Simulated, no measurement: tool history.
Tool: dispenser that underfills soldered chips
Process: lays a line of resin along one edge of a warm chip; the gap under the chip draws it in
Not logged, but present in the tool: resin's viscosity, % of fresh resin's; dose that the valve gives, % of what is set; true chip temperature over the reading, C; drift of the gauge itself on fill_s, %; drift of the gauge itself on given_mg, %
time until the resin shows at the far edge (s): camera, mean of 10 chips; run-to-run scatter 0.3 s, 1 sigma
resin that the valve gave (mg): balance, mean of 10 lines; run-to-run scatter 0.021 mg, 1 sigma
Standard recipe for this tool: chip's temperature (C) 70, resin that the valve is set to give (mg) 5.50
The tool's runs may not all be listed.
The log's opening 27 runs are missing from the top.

run,hour,chip's temperature (C),resin that the valve is set to give (mg),hours of work since the syringe was changed,hours of work since the valve was cleaned,hours of work since the stage was calibrated,time until the resin shows at the far edge (s),resin that the valve gave (mg)
# hour 102.0: new syringe of resin
28,103.1,62,5.84,1,80,80,7.7,5.59
29,108.0,71,5.22,4,83,83,7.3,4.99
30,110.7,78,6.78,6,85,85,6.4,6.45
31,114.4,60,5.01,9,88,88,16.1,4.79
32,117.2,71,6.17,10,89,89,11.8,5.88
# hour 118.8: new syringe of resin
33,121.3,71,5.82,2,92,92,6.1,5.51
34,126.4,71,5.82,5,96,96,7.9,5.52
35,131.7,77,5.68,9,99,99,8.4,5.38
# hour 134.3: dispensing valve cleaned and set on the balance
# hour 136.4: new syringe of resin
36,136.7,59,6.51,0,1,102,7.9,6.51
37,140.7,79,5.64,3,4,105,5.2,5.65

Here are 4 independent what-if runs from the current tool condition. What would each one return?
A,143.8,75,5.78,5,6,107,?,?
B,143.8,75,6.03,5,6,107,?,?
C,143.8,70,6.34,5,6,107,?,?
D,143.8,67,5.19,5,6,107,?,?

run,time until the resin shows at the far edge (s),resin that the valve gave (mg)
A,6.5,5.74
B,7.2,6.06
C,7.9,6.29
D,9.3,5.16
Had the tool no hidden state, the same runs would have come out as:
run,time until the resin shows at the far edge (s),resin that the valve gave (mg)
A,4.1,5.77
B,4.8,6.08
C,5.1,6.32
D,6.1,5.18
